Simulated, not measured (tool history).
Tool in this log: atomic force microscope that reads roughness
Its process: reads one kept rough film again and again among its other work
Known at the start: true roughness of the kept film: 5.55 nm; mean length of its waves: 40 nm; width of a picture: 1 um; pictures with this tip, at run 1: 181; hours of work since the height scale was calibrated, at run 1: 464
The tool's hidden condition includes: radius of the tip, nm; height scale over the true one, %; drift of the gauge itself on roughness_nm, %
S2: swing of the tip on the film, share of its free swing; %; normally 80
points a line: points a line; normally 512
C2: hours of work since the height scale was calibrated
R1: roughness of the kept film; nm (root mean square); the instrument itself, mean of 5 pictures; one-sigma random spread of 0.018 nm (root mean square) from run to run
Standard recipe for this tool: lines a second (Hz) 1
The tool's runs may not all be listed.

{"run": 1, "day": 0.0, "lines a second (Hz)": 1, "S2": 80, "points a line": 512, "pictures with this tip": 181, "C2": 464, "R1": 3.582}
{"run": 2, "day": 0.654, "lines a second (Hz)": 1, "S2": 80, "points a line": 651, "pictures with this tip": 216, "C2": 474, "R1": 3.416}
{"run": 3, "day": 1.058, "lines a second (Hz)": 1, "S2": 63, "points a line": 651, "pictures with this tip": 237, "C2": 481, "R1": 3.567}
{"run": 4, "day": 1.571, "lines a second (Hz)": 1, "S2": 63, "points a line": 651, "pictures with this tip": 264, "C2": 489, "R1": 3.468}
{"run": 5, "day": 1.883, "lines a second (Hz)": 1, "S2": 63, "points a line": 651, "pictures with this tip": 281, "C2": 494, "R1": 3.422}
{"day": 2.033, "done": "new tip fitted"}
{"run": 6, "day": 2.221, "lines a second (Hz)": 1, "S2": 63, "points a line": 651, "pictures with this tip": 10, "C2": 499, "R1": 4.543}
{"run": 7, "day": 2.929, "lines a second (Hz)": 1, "S2": 63, "points a line": 651, "pictures with this tip": 47, "C2": 511, "R1": 4.374}
{"run": 8, "day": 3.267, "lines a second (Hz)": 0.65, "S2": 80, "points a line": 339, "pictures with this tip": 65, "C2": 516, "R1": 4.143}
{"run": 9, "day": 3.9, "lines a second (Hz)": 1, "S2": 80, "points a line": 301, "pictures with this tip": 99, "C2": 527, "R1": 3.793}
{"run": 10, "day": 4.671, "lines a second (Hz)": 3.09, "S2": 80, "points a line": 512, "pictures with this tip": 140, "C2": 539, "R1": 3.004}
{"run": 11, "day": 5.3, "lines a second (Hz)": 2.46, "S2": 56, "points a line": 964, "pictures with this tip": 173, "C2": 549, "R1": 3.705}

Run 12 is up next; what results do you expect?
{"run": 12, "day": 5.95, "lines a second (Hz)": 2.46, "S2": 56, "points a line": 964, "pictures with this tip": 208, "C2": 560, "R1": "?"}

R1: 3.59 nm (root mean square)
If the tool had no hidden condition, the same run with the same run-to-run variation would have returned R1 4.575 nm (root mean square).
